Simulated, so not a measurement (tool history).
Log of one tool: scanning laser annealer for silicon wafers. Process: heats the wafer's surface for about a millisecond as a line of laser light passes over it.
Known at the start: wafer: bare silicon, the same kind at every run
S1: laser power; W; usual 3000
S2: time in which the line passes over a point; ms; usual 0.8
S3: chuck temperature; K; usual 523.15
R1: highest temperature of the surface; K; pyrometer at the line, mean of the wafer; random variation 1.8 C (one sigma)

{"run": 1, "day": 0.0, "S1": 3000, "S2": 0.8, "S3": 523.15, "R1": 1286.15}
{"run": 2, "day": 0.279, "S1": 2957, "S2": 0.8, "S3": 523.15, "R1": 1277.15}
{"run": 3, "day": 0.658, "S1": 3000, "S2": 0.8, "S3": 510.15, "R1": 1273.15}
{"run": 4, "day": 0.904, "S1": 3000, "S2": 0.8, "S3": 510.15, "R1": 1273.15}
{"run": 5, "day": 1.229, "S1": 3000, "S2": 0.8, "S3": 510.15, "R1": 1274.15}
{"run": 6, "day": 1.388, "S1": 3000, "S2": 0.8, "S3": 510.15, "R1": 1269.15}
{"day": 1.612, "done": "optics aligned, line set to its width"}
{"run": 7, "day": 1.971, "S1": 3000, "S2": 0.8, "S3": 510.15, "R1": 1265.15}

Forecast run 8:
{"run": 8, "day": 2.317, "S1": 3000, "S2": 0.8, "S3": 510.15, "R1": "?"}

Run 8 gave R1 1264.15 K.
Without the tool's hidden state the same run would have given R1 1313.15 K.
